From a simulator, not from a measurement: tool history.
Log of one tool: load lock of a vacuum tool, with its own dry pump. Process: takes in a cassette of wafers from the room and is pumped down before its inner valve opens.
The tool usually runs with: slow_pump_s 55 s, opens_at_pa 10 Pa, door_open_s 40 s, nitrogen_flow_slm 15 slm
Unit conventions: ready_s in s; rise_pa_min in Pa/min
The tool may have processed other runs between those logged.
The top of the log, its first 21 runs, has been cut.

| run | day | slow_pump_s | opens_at_pa | door_open_s | nitrogen_flow_slm | hours that the pump has run since its overhaul | times that the door has closed on its seal | incoming humidity of the room's air, % | ready_s | rise_pa_min |
|---|---|---|---|---|---|---|---|---|---|---|
| 22 | 199.05 | 77 | 15 | 200 | 38 | 13283 | 29294 | 43.2 | 108.2 | 0.11 |
| 23 | 208.688 | 101 | 10 | 75 | 27 | 13514 | 30427 | 44.4 | 128.4 | 0.08 |
| 24 | 214.271 | 35 | 10 | 149 | 27 | 13648 | 31083 | 42.3 | 78.2 | 0.108 |
| 25 | 221.433 | 43 | 15 | 58 | 33 | 13820 | 31925 | 45.8 | 81.8 | 0.075 |
| 26 | 232.217 | 55 | 9 | 229 | 27 | 14079 | 33193 | 45.4 | 94.7 | 0.144 |
| 27 | 242.171 | 57 | 16 | 197 | 14 | 14318 | 34363 | 43.2 | 92.8 | 0.16 |
| 28 | 250.425 | 57 | 16 | 197 | 14 | 14516 | 35334 | 46.6 | 92.1 | 0.168 |
| 29 | 256.558 | 55 | 12 | 64 | 15 | 14663 | 36054 | 42.9 | 92.6 | 0.1 |
| 30 | 268.258 | 54 | 12 | 37 | 14 | 14944 | 37430 | 44.1 | 92 | 0.088 |
| 31 | 276.396 | 77 | 10 | 40 | 15 | 15139 | 38387 | 46.1 | 109.8 | 0.096 |
| 32 | 281.979 | 77 | 10 | 40 | 15 | 15273 | 39043 | 46 | 110.6 | 0.098 |

What if the next run were any one of these 4? Each begins from the tool's condition after run 32:
| A | 291.629 | 55 | 11 | 40 | 16 | 15505 | 40178 | 43.8 | ? | ? |
| B | 291.629 | 84 | 8 | 40 | 15 | 15505 | 40178 | 45.2 | ? | ? |
| C | 291.629 | 77 | 10 | 31 | 7 | 15505 | 40178 | 45.2 | ? | ? |
| D | 291.629 | 54 | 10 | 40 | 15 | 15505 | 40178 | 44.2 | ? | ? |

| run | ready_s | rise_pa_min |
|---|---|---|
| A | 93.4 | 0.104 |
| B | 117.7 | 0.098 |
| C | 109.9 | 0.103 |
| D | 92.8 | 0.102 |
What these runs would have given with no unlogged condition in the tool:
| run | ready_s | rise_pa_min |
|---|---|---|
| A | 90.9 | 0.04 |
| B | 115.4 | 0.033 |
| C | 107.7 | 0.038 |
| D | 90.3 | 0.037 |
